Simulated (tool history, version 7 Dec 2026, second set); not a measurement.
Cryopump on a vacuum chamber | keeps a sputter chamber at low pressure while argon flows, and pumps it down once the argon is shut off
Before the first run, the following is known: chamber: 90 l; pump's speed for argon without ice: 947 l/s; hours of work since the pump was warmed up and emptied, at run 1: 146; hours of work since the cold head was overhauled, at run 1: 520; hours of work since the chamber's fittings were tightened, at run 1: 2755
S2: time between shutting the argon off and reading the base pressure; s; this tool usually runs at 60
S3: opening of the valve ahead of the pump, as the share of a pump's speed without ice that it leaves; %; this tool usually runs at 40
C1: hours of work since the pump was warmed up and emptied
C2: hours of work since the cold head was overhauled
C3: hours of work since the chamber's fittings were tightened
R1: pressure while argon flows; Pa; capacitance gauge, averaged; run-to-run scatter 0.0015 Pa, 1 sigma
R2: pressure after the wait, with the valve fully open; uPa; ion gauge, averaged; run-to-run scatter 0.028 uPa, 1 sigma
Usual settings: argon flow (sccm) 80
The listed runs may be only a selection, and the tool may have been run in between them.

run 1 day=0.000 | argon_flow_(sccm)=80 S2=60 S3=40 | C1=146 C2=520 C3=2755 | R1=0.3689 R2=5.61
run 2 day=0.588 | argon_flow_(sccm)=80 S2=60 S3=40 | C1=155 C2=529 C3=2764 | R1=0.3713 R2=5.79
run 3 day=1.254 | argon_flow_(sccm)=80 S2=60 S3=40 | C1=165 C2=539 C3=2774 | R1=0.3733 R2=5.77
run 4 day=2.442 | argon_flow_(sccm)=80 S2=60 S3=40 | C1=183 C2=556 C3=2791 | R1=0.3740 R2=5.87
run 5 day=3.208 | argon_flow_(sccm)=80 S2=60 S3=40 | C1=194 C2=568 C3=2803 | R1=0.3737 R2=5.93
run 6 day=4.208 | argon_flow_(sccm)=80 S2=60 S3=40 | C1=209 C2=583 C3=2818 | R1=0.3775 R2=6.16
run 7 day=4.908 | argon_flow_(sccm)=86 S2=60 S3=40 | C1=220 C2=593 C3=2828 | R1=0.4055 R2=6.09
run 8 day=5.554 | argon_flow_(sccm)=86 S2=60 S3=40 | C1=229 C2=603 C3=2838 | R1=0.4072 R2=6.20
run 9 day=6.429 | argon_flow_(sccm)=80 S2=60 S3=40 | C1=242 C2=616 C3=2851 | R1=0.3810 R2=6.23
run 10 day=7.429 | argon_flow_(sccm)=80 S2=60 S3=40 | C1=257 C2=631 C3=2866 | R1=0.3835 R2=6.18
run 11 day=8.446 | argon_flow_(sccm)=80 S2=61 S3=29 | C1=272 C2=646 C3=2881 | R1=0.5218 R2=6.43
run 12 day=9.179 | argon_flow_(sccm)=80 S2=183 S3=16 | C1=283 C2=657 C3=2892 | R1=0.9185 R2=5.85
run 13 day=9.800 | argon_flow_(sccm)=80 S2=183 S3=16 | C1=293 C2=666 C3=2901 | R1=0.9225 R2=5.82
run 14 day=10.550 | argon_flow_(sccm)=80 S2=183 S3=16 | C1=304 C2=677 C3=2912 | R1=0.9298 R2=5.86
run 15 day=11.800 | argon_flow_(sccm)=80 S2=183 S3=16 | C1=322 C2=696 C3=2931 | R1=0.9232 R2=6.14
-- day=12.012 leaking fittings of the chamber tightened, without venting
run 16 day=12.625 | argon_flow_(sccm)=80 S2=125 S3=41 | C1=333 C2=707 C3=9 | R1=0.3846 R2=0.89

Predict the results of run 17:
run 17 day=13.812 | argon_flow_(sccm)=80 S2=125 S3=41 | C1=351 C2=725 C3=27 | R1=? R2=?

R1: 0.3863 Pa
R2: 0.94 uPa
Had the tool carried no hidden state, the very same run would have given R1 0.3493 Pa, R2 0.80 uPa.

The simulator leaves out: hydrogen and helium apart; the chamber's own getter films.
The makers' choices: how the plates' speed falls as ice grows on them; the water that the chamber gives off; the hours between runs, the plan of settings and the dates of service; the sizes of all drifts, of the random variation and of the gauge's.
